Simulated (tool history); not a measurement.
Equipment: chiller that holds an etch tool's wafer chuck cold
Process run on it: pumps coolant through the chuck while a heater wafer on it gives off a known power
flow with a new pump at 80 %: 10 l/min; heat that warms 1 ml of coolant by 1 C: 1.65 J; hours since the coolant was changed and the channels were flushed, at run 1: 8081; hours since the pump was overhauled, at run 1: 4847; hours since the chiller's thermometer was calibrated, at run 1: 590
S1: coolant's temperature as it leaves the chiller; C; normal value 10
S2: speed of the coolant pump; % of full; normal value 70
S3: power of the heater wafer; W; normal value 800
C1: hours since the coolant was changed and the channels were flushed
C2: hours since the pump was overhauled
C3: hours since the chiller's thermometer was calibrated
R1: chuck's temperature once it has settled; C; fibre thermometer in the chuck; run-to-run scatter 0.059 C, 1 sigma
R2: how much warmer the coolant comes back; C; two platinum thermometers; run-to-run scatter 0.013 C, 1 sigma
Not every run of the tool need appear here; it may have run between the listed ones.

run 1 day=0.000 | S1=10 S2=70 S3=800 | C1=8081 C2=4847 C3=590 | R1=18.66 R2=3.46
run 2 day=6.617 | S1=10 S2=70 S3=800 | C1=8240 C2=5005 C3=749 | R1=18.64 R2=3.48
run 3 day=11.654 | S1=10 S2=70 S3=800 | C1=8361 C2=5126 C3=870 | R1=18.65 R2=3.44
run 4 day=16.996 | S1=10 S2=70 S3=800 | C1=8489 C2=5255 C3=998 | R1=18.74 R2=3.48
run 5 day=22.075 | S1=10 S2=70 S3=800 | C1=8611 C2=5377 C3=1120 | R1=18.74 R2=3.47
run 6 day=27.533 | S1=10 S2=70 S3=800 | C1=8742 C2=5507 C3=1251 | R1=18.75 R2=3.46
run 7 day=32.450 | S1=10 S2=70 S3=800 | C1=8860 C2=5625 C3=1369 | R1=18.74 R2=3.48
run 8 day=36.379 | S1=10 S2=70 S3=800 | C1=8954 C2=5720 C3=1463 | R1=18.70 R2=3.47
run 9 day=40.817 | S1=0 S2=70 S3=800 | C1=9061 C2=5826 C3=1569 | R1=8.73 R2=3.52
run 10 day=45.617 | S1=10 S2=70 S3=800 | C1=9176 C2=5942 C3=1685 | R1=18.76 R2=3.51
run 11 day=48.888 | S1=10 S2=70 S3=800 | C1=9254 C2=6020 C3=1763 | R1=18.69 R2=3.48
run 12 day=52.292 | S1=12 S2=70 S3=800 | C1=9336 C2=6102 C3=1845 | R1=20.92 R2=3.49
run 13 day=55.708 | S1=12 S2=70 S3=800 | C1=9418 C2=6184 C3=1927 | R1=20.92 R2=3.49
run 14 day=62.242 | S1=12 S2=70 S3=800 | C1=9575 C2=6340 C3=2084 | R1=21.03 R2=3.50
-- day=64.029 chiller's thermometer calibrated
run 15 day=68.162 | S1=9 S2=70 S3=800 | C1=9716 C2=6482 C3=99 | R1=17.64 R2=3.49
run 16 day=73.892 | S1=9 S2=70 S3=800 | C1=9853 C2=6619 C3=237 | R1=17.66 R2=3.50
run 17 day=77.250 | S1=10 S2=70 S3=1184 | C1=9934 C2=6700 C3=317 | R1=22.97 R2=5.19
run 18 day=83.729 | S1=10 S2=70 S3=1184 | C1=10090 C2=6855 C3=473 | R1=22.95 R2=5.18
run 19 day=87.025 | S1=10 S2=70 S3=1184 | C1=10169 C2=6934 C3=552 | R1=22.84 R2=5.20
-- day=94.571 coolant changed, channels flushed
run 20 day=94.775 | S1=16 S2=97 S3=486 | C1=5 C2=7114 C3=732 | R1=19.73 R2=1.52
run 21 day=100.771 | S1=6 S2=60 S3=418 | C1=149 C2=7258 C3=876 | R1=10.82 R2=2.16
run 22 day=108.121 | S1=14 S2=72 S3=564 | C1=325 C2=7435 C3=1052 | R1=19.66 R2=2.41
run 23 day=115.350 | S1=10 S2=97 S3=778 | C1=499 C2=7608 C3=1226 | R1=15.95 R2=2.42
run 24 day=119.096 | S1=4 S2=93 S3=432 | C1=589 C2=7698 C3=1316 | R1=7.45 R2=1.39
run 25 day=122.400 | S1=14 S2=60 S3=542 | C1=668 C2=7777 C3=1395 | R1=20.44 R2=2.81
run 26 day=128.458 | S1=9 S2=70 S3=800 | C1=813 C2=7923 C3=1540 | R1=17.24 R2=3.54
run 27 day=133.692 | S1=6 S2=79 S3=800 | C1=939 C2=8048 C3=1666 | R1=13.43 R2=3.12
run 28 day=137.696 | S1=6 S2=79 S3=800 | C1=1035 C2=8144 C3=1762 | R1=13.41 R2=3.12
run 29 day=144.979 | S1=9 S2=61 S3=706 | C1=1210 C2=8319 C3=1937 | R1=17.29 R2=3.61
run 30 day=148.975 | S1=9 S2=61 S3=706 | C1=1306 C2=8415 C3=2033 | R1=17.24 R2=3.60
-- day=153.150 chiller's thermometer calibrated
run 31 day=155.921 | S1=10 S2=77 S3=999 | C1=1471 C2=8581 C3=66 | R1=19.33 R2=4.02

Table of differences, measured result less the result of that run with no hidden state. Run-to-run variation is the same in both. Gauge scatter possibly is not:
What the log doesn't record here: heat passed by the chuck's channels, % of clean ones'; flow at a given pump speed, % of a new pump's; coolant's true temperature over the reading, C; drift of the gauge itself on chuck_c, C; drift of the gauge itself on warmer_back_c, C.
run=1 R1=+0.94 R2=+0.11
run=2 R1=+0.98 R2=+0.11
run=3 R1=+1.00 R2=+0.11
run=4 R1=+1.03 R2=+0.12
run=5 R1=+1.06 R2=+0.12
run=6 R1=+1.10 R2=+0.12
run=7 R1=+1.12 R2=+0.13
run=8 R1=+1.14 R2=+0.13
run=9 R1=+1.17 R2=+0.13
run=10 R1=+1.20 R2=+0.13
run=11 R1=+1.22 R2=+0.13
run=12 R1=+1.24 R2=+0.14
run=13 R1=+1.26 R2=+0.13
run=14 R1=+1.29 R2=+0.14
run=15 R1=+1.03 R2=+0.15
run=16 R1=+1.06 R2=+0.15
run=17 R1=+1.60 R2=+0.22
run=18 R1=+1.64 R2=+0.22
run=19 R1=+1.67 R2=+0.23
run=20 R1=+0.20 R2=+0.07
run=21 R1=+0.27 R2=+0.09
run=22 R1=+0.33 R2=+0.11
run=23 R1=+0.38 R2=+0.12
run=24 R1=+0.27 R2=+0.07
run=25 R1=+0.43 R2=+0.14
run=26 R1=+0.55 R2=+0.17
run=27 R1=+0.54 R2=+0.15
run=28 R1=+0.56 R2=+0.16
run=29 R1=+0.64 R2=+0.19
run=30 R1=+0.67 R2=+0.19
run=31 R1=+0.51 R2=+0.21

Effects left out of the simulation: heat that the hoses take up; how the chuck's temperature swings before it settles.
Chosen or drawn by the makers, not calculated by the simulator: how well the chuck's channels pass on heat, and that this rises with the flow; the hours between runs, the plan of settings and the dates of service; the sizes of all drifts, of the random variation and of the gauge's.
